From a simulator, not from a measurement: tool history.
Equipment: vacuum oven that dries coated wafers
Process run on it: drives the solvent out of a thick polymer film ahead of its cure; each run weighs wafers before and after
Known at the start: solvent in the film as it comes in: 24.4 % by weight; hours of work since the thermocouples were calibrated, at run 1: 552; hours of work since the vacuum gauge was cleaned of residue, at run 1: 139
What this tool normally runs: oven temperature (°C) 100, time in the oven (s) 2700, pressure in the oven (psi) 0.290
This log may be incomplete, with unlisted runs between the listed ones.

run  hour  oven temperature (°C)  time in the oven (s)  pressure in the oven (psi)  hours of work since the thermocouples were calibrated  hours of work since the vacuum gauge was cleaned of residue  solvent left in the film (%)
  1   0.0                    100                  2700                       0.290                                                    552                                                          139                          3.63
  2  13.5                    100                  2760                       0.290                                                    560                                                          148                          3.56
  3  29.2                    100                  2460                       0.290                                                    570                                                          158                          4.15
  4  46.4                    100                  2460                       0.290                                                    581                                                          169                          4.23
  5  54.2                    100                  2460                       0.290                                                    586                                                          174                          4.28
  6  62.7                    100                  2460                       0.290                                                    592                                                          179                          4.27
  7  76.5                    100                  2460                       0.290                                                    601                                                          188                          4.26

What will run 8 give?
  8  88.2                    114                  1920                       0.497                                                    608                                                          196                             ?

{"run 8": {"solvent left in the film (%)": 1.66}}
Were there no unlogged condition in the tool, this run, its random variation unchanged, would have produced solvent left in the film (%) 1.44.
